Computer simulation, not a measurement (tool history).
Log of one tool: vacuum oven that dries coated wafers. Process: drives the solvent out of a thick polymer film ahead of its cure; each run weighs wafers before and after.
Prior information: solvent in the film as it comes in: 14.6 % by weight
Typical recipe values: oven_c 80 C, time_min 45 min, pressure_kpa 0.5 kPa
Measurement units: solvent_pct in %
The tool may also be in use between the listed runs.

run 1 hour=0 | oven_c=80 time_min=45 pressure_kpa=0.5 | solvent_pct=0.59
run 2 hour=97.1 | oven_c=80 time_min=45 pressure_kpa=0.5 | solvent_pct=0.57
-- hour=137.3 oven's thermocouples calibrated
run 3 hour=189.7 | oven_c=80 time_min=45 pressure_kpa=0.5 | solvent_pct=0.5
run 4 hour=236 | oven_c=78 time_min=45 pressure_kpa=0.5 | solvent_pct=0.7
run 5 hour=307.1 | oven_c=78 time_min=45 pressure_kpa=0.5 | solvent_pct=0.68
-- hour=347.3 oven's thermocouples calibrated, once more
run 6 hour=378.1 | oven_c=78 time_min=45 pressure_kpa=0.5 | solvent_pct=1.03
run 7 hour=438.1 | oven_c=80 time_min=45 pressure_kpa=0.5 | solvent_pct=0.76
run 8 hour=509.8 | oven_c=80 time_min=45 pressure_kpa=0.5 | solvent_pct=0.74
run 9 hour=588.9 | oven_c=80 time_min=45 pressure_kpa=0.5 | solvent_pct=0.74
run 10 hour=674.1 | oven_c=80 time_min=45 pressure_kpa=0.5 | solvent_pct=0.74
run 11 hour=756.8 | oven_c=80 time_min=52 pressure_kpa=0.5 | solvent_pct=0.6
run 12 hour=836.3 | oven_c=80 time_min=52 pressure_kpa=0.5 | solvent_pct=0.59
run 13 hour=928.2 | oven_c=80 time_min=45 pressure_kpa=0.5 | solvent_pct=0.72
run 14 hour=975.3 | oven_c=80 time_min=45 pressure_kpa=0.5 | solvent_pct=0.72
run 15 hour=1068.4 | oven_c=80 time_min=45 pressure_kpa=0.5 | solvent_pct=0.71
run 16 hour=1130.9 | oven_c=80 time_min=45 pressure_kpa=0.5 | solvent_pct=0.73
run 17 hour=1198.8 | oven_c=80 time_min=23 pressure_kpa=0.5 | solvent_pct=2.25
run 18 hour=1270.7 | oven_c=80 time_min=23 pressure_kpa=0.5 | solvent_pct=2.22
run 19 hour=1332.9 | oven_c=80 time_min=23 pressure_kpa=0.5 | solvent_pct=2.21
run 20 hour=1422.5 | oven_c=80 time_min=23 pressure_kpa=0.5 | solvent_pct=2.17
run 21 hour=1501.9 | oven_c=80 time_min=23 pressure_kpa=0.5 | solvent_pct=2.17
run 22 hour=1544.5 | oven_c=80 time_min=23 pressure_kpa=0.5 | solvent_pct=2.17
run 23 hour=1591 | oven_c=80 time_min=26 pressure_kpa=0.428 | solvent_pct=1.73
run 24 hour=1654.3 | oven_c=80 time_min=26 pressure_kpa=0.804 | solvent_pct=1.84
run 25 hour=1725.2 | oven_c=70 time_min=26 pressure_kpa=0.489 | solvent_pct=4.79
run 26 hour=1803.5 | oven_c=77 time_min=45 pressure_kpa=0.618 | solvent_pct=1.07
run 27 hour=1849.8 | oven_c=77 time_min=45 pressure_kpa=0.618 | solvent_pct=1.05
run 28 hour=1891.9 | oven_c=85 time_min=36 pressure_kpa=0.495 | solvent_pct=0.47
-- hour=1945.2 oven's thermocouples calibrated
run 29 hour=1987.5 | oven_c=87 time_min=36 pressure_kpa=0.286 | solvent_pct=0.39
run 30 hour=2035.3 | oven_c=87 time_min=36 pressure_kpa=0.286 | solvent_pct=0.4
run 31 hour=2078.7 | oven_c=92 time_min=52 pressure_kpa=1.361 | solvent_pct=0.53
run 32 hour=2129.1 | oven_c=92 time_min=26 pressure_kpa=1.361 | solvent_pct=0.6
run 33 hour=2219.5 | oven_c=92 time_min=26 pressure_kpa=1.361 | solvent_pct=0.62
run 34 hour=2268.4 | oven_c=85 time_min=28 pressure_kpa=1.637 | solvent_pct=1.29
run 35 hour=2333.5 | oven_c=85 time_min=28 pressure_kpa=1.637 | solvent_pct=1.28
run 36 hour=2394.7 | oven_c=80 time_min=28 pressure_kpa=1.614 | solvent_pct=2.21
run 37 hour=2484.1 | oven_c=80 time_min=59 pressure_kpa=0.329 | solvent_pct=0.51
run 38 hour=2581.5 | oven_c=80 time_min=48 pressure_kpa=1.006 | solvent_pct=0.92
run 39 hour=2650.2 | oven_c=80 time_min=48 pressure_kpa=1.006 | solvent_pct=0.95
run 40 hour=2691.9 | oven_c=80 time_min=48 pressure_kpa=1.006 | solvent_pct=0.93
run 41 hour=2777.1 | oven_c=80 time_min=48 pressure_kpa=1.006 | solvent_pct=0.94
-- hour=2806.6 vacuum gauge cleaned of residue and calibrated
run 42 hour=2830.1 | oven_c=80 time_min=48 pressure_kpa=1.006 | solvent_pct=0.65
run 43 hour=2885.5 | oven_c=86 time_min=36 pressure_kpa=0.322 | solvent_pct=0.23
run 44 hour=2948.1 | oven_c=80 time_min=46 pressure_kpa=0.311 | solvent_pct=0.44

Consider 4 possible next runs. They are alternatives, not a sequence: every one starts from the tool as it was left by run 44. What does each give?
run A hour=3010.5 | oven_c=80 time_min=46 pressure_kpa=1.59 | solvent_pct=?
run B hour=3010.5 | oven_c=80 time_min=25 pressure_kpa=0.332 | solvent_pct=?
run C hour=3010.5 | oven_c=80 time_min=46 pressure_kpa=0.653 | solvent_pct=?
run D hour=3010.5 | oven_c=77 time_min=45 pressure_kpa=0.5 | solvent_pct=?

run=A solvent_pct=0.95
run=B solvent_pct=1.66
run=C solvent_pct=0.53
run=D solvent_pct=0.86
With the hidden condition removed and each run's random variation left untouched, the same runs would have given:
run=A solvent_pct=1.06
run=B solvent_pct=1.92
run=C solvent_pct=0.63
run=D solvent_pct=1.02
